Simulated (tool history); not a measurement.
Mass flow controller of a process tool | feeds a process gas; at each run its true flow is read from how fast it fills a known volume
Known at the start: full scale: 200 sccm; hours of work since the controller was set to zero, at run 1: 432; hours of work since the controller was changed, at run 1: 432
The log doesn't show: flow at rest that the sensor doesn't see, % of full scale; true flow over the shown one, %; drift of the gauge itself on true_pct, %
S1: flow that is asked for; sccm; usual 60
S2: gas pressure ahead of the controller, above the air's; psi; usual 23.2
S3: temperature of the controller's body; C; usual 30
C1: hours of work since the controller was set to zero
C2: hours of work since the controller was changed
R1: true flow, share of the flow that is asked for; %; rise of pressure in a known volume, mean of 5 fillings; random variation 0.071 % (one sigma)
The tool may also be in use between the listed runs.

run	day	S1	S2	S3	C1	C2	R1
1	0	60	23.2	30	432	432	100.44
2	1.962	60	23.2	30	459	459	100.54
3	3.812	60	23.2	30	485	485	100.47
4	5.983	76	23.2	30	515	515	100.48
5	8.683	76	23.2	30	552	552	100.48
6	11.767	76	23.2	30	595	595	100.62
7	14.842	76	23.2	30	637	637	100.44
8	16.4	60	23.2	30	658	658	100.52
9	19.488	60	23.2	38	701	701	101.06
10	21.817	60	23.2	38	733	733	101.22
11	23.942	60	23.2	38	762	762	101.18
12	25.854	87	23.2	30	789	789	100.44
13	28.579	85	23.2	30	826	826	100.59
14	31.75	85	23.2	30	870	870	100.52
15	34.312	85	23.2	30	905	905	100.41
16	36.683	85	23.2	30	938	938	100.54
17	39.175	85	23.2	30	972	972	100.39
18	42.508	60	37.3	30	1018	1018	99.86
19	44.188	60	23.2	30	1042	1042	100.48
20	46.192	60	21.2	30	1069	1069	100.7
21	49.067	60	21.2	30	1109	1109	100.62
# day 49.346: controller's zero set anew
22	51.75	155	20.3	33	33	1146	100.91
23	53.712	155	20.3	33	60	1173	101.04
24	56.5	155	20.3	33	99	1211	101.11
25	58.871	41	20.3	33	131	1244	101.37
# day 59.771: controller's zero set anew, once more
26	61.2	32	31.8	29	20	1276	99.48
27	64.162	107	23.2	34	61	1316	100.38
28	65.812	107	23.2	34	83	1339	100.26
29	69.05	128	29.2	30	128	1384	99.82
30	71.675	200	25.5	27	164	1420	100.08
31	74.254	45	25.5	21	200	1456	99.04
32	77.408	75	20.5	27	243	1499	99.92
33	79.992	31	23.5	37	279	1535	100.62
34	82.721	26	26.7	24	316	1572	99.4
35	85.871	26	26.7	24	360	1616	99.39
36	88.133	28	23.2	25	391	1647	99.79
37	90.408	28	23.2	25	422	1678	99.74
38	92.333	28	23.2	25	449	1705	99.6

3 ways to go on from here, each from the tool as it stands after run 38. What would each give?
A	95.038	73	28.3	26	486	1742	?
B	95.038	22	38.9	32	486	1742	?
C	95.038	28	28	25	486	1742	?

run	R1
A	99.26
B	99.76
C	99.43
Without the tool's hidden state the same runs would have given:
run	R1
A	99.42
B	99.4
C	99.23
